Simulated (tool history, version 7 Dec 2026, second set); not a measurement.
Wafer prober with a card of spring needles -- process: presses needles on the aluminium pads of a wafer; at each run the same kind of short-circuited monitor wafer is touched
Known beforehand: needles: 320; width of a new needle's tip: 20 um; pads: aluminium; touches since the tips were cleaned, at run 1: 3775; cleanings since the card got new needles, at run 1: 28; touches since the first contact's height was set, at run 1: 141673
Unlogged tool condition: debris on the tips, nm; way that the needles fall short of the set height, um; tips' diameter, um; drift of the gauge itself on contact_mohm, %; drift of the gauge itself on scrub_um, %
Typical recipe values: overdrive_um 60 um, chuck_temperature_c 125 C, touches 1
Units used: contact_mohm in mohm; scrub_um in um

run,day,overdrive_um,chuck_temperature_c,touches,touches since the tips were cleaned,cleanings since the card got new needles,touches since the first contact's height was set,contact_mohm,scrub_um
1,0,60,125,1,3775,28,141673,234,10.47
# day 0.088: tips cleaned on abrasive film
2,0.4,60,125,1,3581,29,146181,234,10.43
# day 0.488: tips cleaned on abrasive film
# day 0.888: tips cleaned on abrasive film
3,0.892,60,125,1,30,31,151692,201,10.48
# day 1.3: tips cleaned on abrasive film
4,1.442,60,125,1,1615,32,157918,218,10.33
# day 1.725: tips cleaned on abrasive film
5,1.908,60,125,1,2060,33,163166,224,10.49
# day 2.138: tips cleaned on abrasive film
6,2.275,60,125,1,1563,34,167321,218,10.37
# day 2.538: tips cleaned on abrasive film
7,2.538,60,125,1,0,35,170238,205,10.37
8,2.796,60,125,1,2946,35,173184,227,10.35
# day 2.975: tips cleaned on abrasive film
9,3.333,60,40,1,4089,36,179269,224,10.3
# day 3.367: tips cleaned on abrasive film
10,3.754,47,34,2,4414,37,184032,231,7.99
# day 3.792: tips cleaned on abrasive film
11,4.042,48,28,2,2858,38,187253,216,8.15
# day 4.183: tips cleaned on abrasive film
12,4.333,49,96,1,1685,39,190525,228,8.25
# day 4.583: tips cleaned on abrasive film
13,4.829,74,28,1,2771,40,196121,199,12.81
# day 5.008: tips cleaned on abrasive film
14,5.362,63,125,1,4048,41,202159,232,10.8
# day 5.433: tips cleaned on abrasive film
15,5.746,42,96,2,3524,42,206467,253,6.97
# day 5.846: tips cleaned on abrasive film
# day 6.25: tips cleaned on abrasive film
16,6.271,42,96,2,226,44,212353,214,6.89
# day 6.658: tips cleaned on abrasive film
17,6.662,72,79,1,55,45,216778,187,12.35
# day 7.054: tips cleaned on abrasive film
18,7.138,60,91,1,994,46,222172,213,10.13

What if the next run were any one of these 3? Each begins from the tool's condition after run 18:
# day 7.467: tips cleaned on abrasive film
A,7.688,55,70,1,2531,47,228370,?,?
# day 7.467: tips cleaned on abrasive film
B,7.688,54,112,2,2531,47,228370,?,?
# day 7.467: tips cleaned on abrasive film
C,7.688,60,88,1,2531,47,228370,?,?

run,contact_mohm,scrub_um
A,228,9.22
B,223,8.95
C,220,10.05
The same runs, with their run-to-run variation unchanged, on a tool lacking any hidden condition would have given:
run,contact_mohm,scrub_um
A,189,9.98
B,198,9.7
C,188,10.81

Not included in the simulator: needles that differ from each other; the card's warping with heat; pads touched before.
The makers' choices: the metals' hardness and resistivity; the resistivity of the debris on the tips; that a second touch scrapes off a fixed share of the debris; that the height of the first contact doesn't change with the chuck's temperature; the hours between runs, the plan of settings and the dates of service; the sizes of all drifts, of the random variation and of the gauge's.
